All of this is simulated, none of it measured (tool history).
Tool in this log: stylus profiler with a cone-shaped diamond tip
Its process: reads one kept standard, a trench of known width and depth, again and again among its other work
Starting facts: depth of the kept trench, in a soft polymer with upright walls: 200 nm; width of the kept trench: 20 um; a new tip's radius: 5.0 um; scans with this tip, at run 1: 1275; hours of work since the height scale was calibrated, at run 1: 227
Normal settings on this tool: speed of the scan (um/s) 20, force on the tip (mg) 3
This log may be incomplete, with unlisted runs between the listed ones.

| run | day | speed of the scan (um/s) | force on the tip (mg) | scans with this tip | hours of work since the height scale was calibrated | depth of the trench (nm) | width of the trench's floor (um) |
|---|---|---|---|---|---|---|---|
| 1 | 0 | 20 | 3 | 1275 | 227 | 201.97 | 16.97 |
| 2 | 0.883 | 20 | 3 | 1363 | 243 | 201.98 | 16.96 |
| 3 | 1.25 | 20 | 3 | 1399 | 249 | 202.01 | 16.9 |
| 4 | 1.771 | 20 | 3 | 1452 | 259 | 202.03 | 16.88 |
| 5 | 2.45 | 20 | 8.82 | 1519 | 271 | 204.21 | 16.93 |
| 6 | 3.196 | 20 | 8.82 | 1594 | 284 | 204.21 | 16.88 |
| 7 | 3.683 | 20 | 8.82 | 1642 | 293 | 204.12 | 16.93 |
| 8 | 4.208 | 20 | 8.82 | 1695 | 302 | 204.21 | 16.9 |
| 9 | 4.842 | 20 | 8.82 | 1758 | 313 | 204.1 | 16.9 |
| 10 | 5.258 | 32 | 8.82 | 1800 | 321 | 204.11 | 16.84 |
| 11 | 5.621 | 32 | 8.82 | 1836 | 327 | 204.15 | 16.92 |
| 12 | 5.979 | 32 | 8.82 | 1872 | 334 | 204.15 | 16.82 |
| 13 | 6.396 | 32 | 8.82 | 1914 | 341 | 204.15 | 16.84 |
| 14 | 7.054 | 7 | 3 | 1979 | 353 | 201.98 | 16.83 |
| 15 | 7.85 | 20 | 3.3 | 2059 | 367 | 202.14 | 16.86 |
| 16 | 8.325 | 37 | 3.3 | 2106 | 375 | 202.04 | 16.8 |
| 17 | 8.85 | 37 | 3.3 | 2159 | 385 | 202.06 | 16.77 |
|  | 8.938 | height scale calibrated on a step standard |
| 18 | 9.658 | 20 | 3 | 2237 | 13 | 201.9 | 16.81 |
| 19 | 10.017 | 8 | 3 | 2273 | 19 | 201.83 | 16.84 |
| 20 | 10.717 | 8 | 3 | 2343 | 32 | 201.94 | 16.8 |
|  | 11.25 | height scale calibrated on a step standard, once more |
| 21 | 11.317 | 20 | 1.09 | 2401 | 1 | 200.99 | 16.77 |
| 22 | 11.942 | 20 | 1.09 | 2463 | 12 | 201.03 | 16.75 |
| 23 | 12.483 | 41 | 3 | 2517 | 22 | 201.96 | 16.7 |
| 24 | 13.05 | 10 | 2.08 | 2574 | 32 | 201.49 | 16.79 |
| 25 | 13.7 | 10 | 2.08 | 2639 | 44 | 201.54 | 16.77 |
| 26 | 14.342 | 10 | 2.15 | 2703 | 55 | 201.57 | 16.74 |
| 27 | 14.712 | 47 | 3 | 2740 | 62 | 201.97 | 16.7 |
| 28 | 15.554 | 31 | 3 | 2824 | 77 | 202 | 16.68 |
| 29 | 16.25 | 12 | 1.86 | 2894 | 89 | 201.41 | 16.74 |
| 30 | 16.804 | 61 | 2.64 | 2949 | 99 | 201.78 | 16.62 |
| 31 | 17.238 | 7 | 2.63 | 2992 | 107 | 201.75 | 16.71 |
| 32 | 17.996 | 7 | 2.63 | 3068 | 120 | 201.8 | 16.72 |
| 33 | 18.783 | 28 | 3 | 3147 | 134 | 201.93 | 16.68 |
| 34 | 19.312 | 25 | 3 | 3200 | 144 | 201.98 | 16.7 |
| 35 | 19.988 | 25 | 3 | 3267 | 156 | 201.93 | 16.68 |
| 36 | 20.688 | 25 | 3 | 3337 | 168 | 201.94 | 16.69 |
| 37 | 21.442 | 55 | 6.01 | 3412 | 181 | 203.14 | 16.62 |
| 38 | 21.846 | 28 | 1.25 | 3453 | 189 | 201.03 | 16.55 |
| 39 | 22.371 | 21 | 1.72 | 3505 | 198 | 201.31 | 16.58 |
| 40 | 22.888 | 20 | 1.49 | 3557 | 207 | 201.23 | 16.61 |
| 41 | 23.404 | 22 | 1.92 | 3608 | 216 | 201.44 | 16.66 |
| 42 | 23.767 | 63 | 8.3 | 3645 | 223 | 203.93 | 16.6 |
| 43 | 24.558 | 10 | 2.65 | 3724 | 237 | 201.77 | 16.6 |
| 44 | 25 | 20 | 2.4 | 3768 | 245 | 201.63 | 16.57 |
| 45 | 25.767 | 11 | 1.12 | 3844 | 258 | 200.99 | 16.54 |
| 46 | 26.408 | 11 | 1.12 | 3909 | 270 | 200.93 | 16.58 |

For some of the steps in depth of the trench (nm) from one run to the next: how much would appear even if the tool had no hidden state, given the settings, what came in and random variation, and how much remains for the hidden state plus any gauge scatter that the measured result and the result without hidden state don't share?
Unlogged tool condition in this case: radius of the tip, um; height scale over the true one, %; drift of the gauge itself on depth_nm, %; drift of the gauge itself on floor_um, %.
Run 1 -> 2: no setting changed, nothing entered. depth of the trench (nm) +0.01: hidden state -0.01, all else +0.02.
Run 4 -> 5: force on the tip (mg) 3 -> 8.82. depth of the trench (nm) +2.18: hidden state -0.01, all else +2.19.
Run 13 -> 14: speed of the scan (um/s) 32 -> 7, force on the tip (mg) 8.82 -> 3. depth of the trench (nm) -2.17: hidden state -0.01, all else -2.16.
Run 17 -> 18: speed of the scan (um/s) 37 -> 20, force on the tip (mg) 3.3 -> 3, height scale calibrated on a step standard. depth of the trench (nm) -0.16: hidden state -0.05, all else -0.11.
Run 20 -> 21: speed of the scan (um/s) 8 -> 20, force on the tip (mg) 3 -> 1.09, height scale calibrated on a step standard, once more. depth of the trench (nm) -0.95: hidden state +0.07, all else -1.02.
Run 41 -> 42: speed of the scan (um/s) 22 -> 63, force on the tip (mg) 1.92 -> 8.3. depth of the trench (nm) +2.49: hidden state +0, all else +2.49.
